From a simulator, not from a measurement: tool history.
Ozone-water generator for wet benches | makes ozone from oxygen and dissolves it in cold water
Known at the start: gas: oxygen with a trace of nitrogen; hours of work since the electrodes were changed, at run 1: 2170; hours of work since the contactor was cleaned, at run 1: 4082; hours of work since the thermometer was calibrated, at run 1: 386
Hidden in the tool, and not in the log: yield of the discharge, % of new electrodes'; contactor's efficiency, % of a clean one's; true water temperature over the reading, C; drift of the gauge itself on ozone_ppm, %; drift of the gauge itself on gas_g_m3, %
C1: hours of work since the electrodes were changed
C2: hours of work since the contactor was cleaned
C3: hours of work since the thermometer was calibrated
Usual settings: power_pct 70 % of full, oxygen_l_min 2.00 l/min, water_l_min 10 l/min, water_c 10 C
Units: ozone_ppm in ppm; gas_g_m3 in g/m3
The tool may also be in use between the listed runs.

Run 1, hour 0.0: usual settings; C1 2170; C2 4082; C3 386. Result: ozone_ppm 14.0 ppm, gas_g_m3 157.3 g/m3.
Run 2, hour 151.9: usual settings; C1 2317; C2 4229; C3 533. Result: ozone_ppm 14.0 ppm, gas_g_m3 159.0 g/m3.
Run 3, hour 269.0: usual settings; C1 2430; C2 4343; C3 646. Result: ozone_ppm 14.2 ppm, gas_g_m3 158.1 g/m3.
Run 4, hour 378.3: usual settings but power_pct 49 % of full; C1 2536; C2 4448; C3 752. Result: ozone_ppm 11.1 ppm, gas_g_m3 124.3 g/m3.
Run 5, hour 487.8: usual settings but power_pct 49 % of full; C1 2642; C2 4554; C3 858. Result: ozone_ppm 11.1 ppm, gas_g_m3 126.4 g/m3.
Run 6, hour 578.6: usual settings but power_pct 49 % of full; C1 2730; C2 4642; C3 946. Result: ozone_ppm 11.2 ppm, gas_g_m3 123.6 g/m3.
Run 7, hour 728.9: usual settings but power_pct 49 % of full; C1 2875; C2 4787; C3 1091. Result: ozone_ppm 11.1 ppm, gas_g_m3 123.9 g/m3.
Run 8, hour 866.2: usual settings but water_c 7 C; C1 3008; C2 4920; C3 1224. Result: ozone_ppm 14.6 ppm, gas_g_m3 156.5 g/m3.
Run 9, hour 940.9: usual settings but water_c 7 C; C1 3080; C2 4993; C3 1296. Result: ozone_ppm 14.3 ppm, gas_g_m3 157.7 g/m3.
Run 10, hour 1026.6: usual settings but water_c 7 C; C1 3163; C2 5075; C3 1379. Result: ozone_ppm 14.4 ppm, gas_g_m3 157.9 g/m3.
Run 11, hour 1173.3: usual settings but water_l_min 7 l/min; C1 3305; C2 5217; C3 1521. Result: ozone_ppm 19.2 ppm, gas_g_m3 155.2 g/m3.
Run 12, hour 1276.1: usual settings; C1 3405; C2 5317; C3 1620. Result: ozone_ppm 13.8 ppm, gas_g_m3 154.3 g/m3.
Run 13, hour 1345.8: usual settings; C1 3472; C2 5384; C3 1688. Result: ozone_ppm 13.5 ppm, gas_g_m3 155.8 g/m3.
Run 14, hour 1459.8: usual settings; C1 3582; C2 5495; C3 1798. Result: ozone_ppm 13.9 ppm, gas_g_m3 156.2 g/m3.
Run 15, hour 1560.0: usual settings but oxygen_l_min 1.66 l/min; C1 3679; C2 5592; C3 1895. Result: ozone_ppm 13.5 ppm, gas_g_m3 174.7 g/m3.
Run 16, hour 1643.4: usual settings but oxygen_l_min 1.66 l/min; C1 3760; C2 5672; C3 1976. Result: ozone_ppm 13.4 ppm, gas_g_m3 174.6 g/m3.
Run 17, hour 1718.6: usual settings but oxygen_l_min 1.66 l/min; C1 3833; C2 5745; C3 2048. Result: ozone_ppm 13.6 ppm, gas_g_m3 175.6 g/m3.
Run 18, hour 1825.5: usual settings but oxygen_l_min 1.66 l/min; C1 3936; C2 5848; C3 2152. Result: ozone_ppm 13.4 ppm, gas_g_m3 173.2 g/m3.
Run 19, hour 1914.5: usual settings but power_pct 52 % of full, oxygen_l_min 1.66 l/min, water_l_min 8 l/min; C1 4022; C2 5935; C3 2238. Result: ozone_ppm 13.9 ppm, gas_g_m3 144.1 g/m3.
Run 20, hour 2025.7: usual settings but oxygen_l_min 2.07 l/min, water_l_min 14 l/min; C1 4130; C2 6042; C3 2346. Result: ozone_ppm 9.6 ppm, gas_g_m3 151.5 g/m3.
Run 21, hour 2102.5: usual settings but oxygen_l_min 2.07 l/min, water_l_min 6 l/min, water_c 14 C; C1 4204; C2 6116; C3 2420. Result: ozone_ppm 19.8 ppm, gas_g_m3 150.4 g/m3.
Run 22, hour 2176.6: usual settings but oxygen_l_min 2.07 l/min, water_l_min 6 l/min, water_c 14 C; C1 4276; C2 6188; C3 2492. Result: ozone_ppm 19.8 ppm, gas_g_m3 148.9 g/m3.
Run 23, hour 2332.6: usual settings but oxygen_l_min 2.07 l/min, water_l_min 12 l/min, water_c 14 C; C1 4427; C2 6339; C3 2642. Result: ozone_ppm 10.8 ppm, gas_g_m3 149.2 g/m3.
Run 24, hour 2425.3: usual settings but water_l_min 16 l/min; C1 4516; C2 6429; C3 2732. Result: ozone_ppm 8.2 ppm, gas_g_m3 152.7 g/m3.
Run 25, hour 2551.1: usual settings but power_pct 48 % of full, oxygen_l_min 2.27 l/min; C1 4638; C2 6550; C3 2854. Result: ozone_ppm 10.7 ppm, gas_g_m3 109.5 g/m3.
Run 26, hour 2689.6: usual settings but power_pct 48 % of full, oxygen_l_min 2.27 l/min; C1 4772; C2 6684; C3 2988. Result: ozone_ppm 10.4 ppm, gas_g_m3 108.6 g/m3.
At hour 2777.7: contactor cleaned.
Run 27, hour 2852.5: usual settings but power_pct 48 % of full, oxygen_l_min 2.27 l/min; C1 4926; C2 72; C3 3142. Result: ozone_ppm 10.5 ppm, gas_g_m3 109.7 g/m3.
Run 28, hour 2975.6: usual settings but power_pct 86 % of full, water_c 16 C; C1 5045; C2 191; C3 3261. Result: ozone_ppm 14.6 ppm, gas_g_m3 172.1 g/m3.
Run 29, hour 3088.9: usual settings but power_pct 67 % of full, water_l_min 8 l/min; C1 5154; C2 301; C3 3370. Result: ozone_ppm 16.2 ppm, gas_g_m3 145.7 g/m3.
Run 30, hour 3208.4: usual settings but power_pct 40 % of full; C1 5270; C2 417; C3 3486. Result: ozone_ppm 9.4 ppm, gas_g_m3 106.2 g/m3.
Run 31, hour 3317.3: usual settings but power_pct 69 % of full, oxygen_l_min 2.78 l/min, water_l_min 6 l/min; C1 5375; C2 522; C3 3591. Result: ozone_ppm 20.1 ppm, gas_g_m3 120.5 g/m3.
Run 32, hour 3415.8: usual settings but power_pct 69 % of full, oxygen_l_min 2.93 l/min, water_l_min 13 l/min, water_c 7 C; C1 5471; C2 617; C3 3687. Result: ozone_ppm 10.4 ppm, gas_g_m3 116.9 g/m3.
Run 33, hour 3549.8: usual settings but power_pct 76 % of full, oxygen_l_min 1.87 l/min, water_l_min 8 l/min, water_c 12 C; C1 5600; C2 747; C3 3816. Result: ozone_ppm 17.0 ppm, gas_g_m3 164.8 g/m3.

Forecast each of these 3 alternatives for the next run:
Run A, hour 3662.6: usual settings but power_pct 76 % of full, oxygen_l_min 1.93 l/min, water_l_min 8 l/min; C1 5709; C2 856; C3 3925. Result: ozone_ppm ?, gas_g_m3 ?.
Run B, hour 3662.6: usual settings but power_pct 76 % of full, oxygen_l_min 2.01 l/min, water_l_min 8 l/min, water_c 17 C; C1 5709; C2 856; C3 3925. Result: ozone_ppm ?, gas_g_m3 ?.
Run C, hour 3662.6: usual settings but water_l_min 14 l/min; C1 5709; C2 856; C3 3925. Result: ozone_ppm ?, gas_g_m3 ?.

run  ozone_ppm  gas_g_m3
  A       17.4     159.4
  B       15.5     154.7
  C        9.5     147.4
Without the tool's hidden state the same runs would have given:
run  ozone_ppm  gas_g_m3
  A       19.9     181.0
  B       17.8     175.8
  C       10.8     166.3

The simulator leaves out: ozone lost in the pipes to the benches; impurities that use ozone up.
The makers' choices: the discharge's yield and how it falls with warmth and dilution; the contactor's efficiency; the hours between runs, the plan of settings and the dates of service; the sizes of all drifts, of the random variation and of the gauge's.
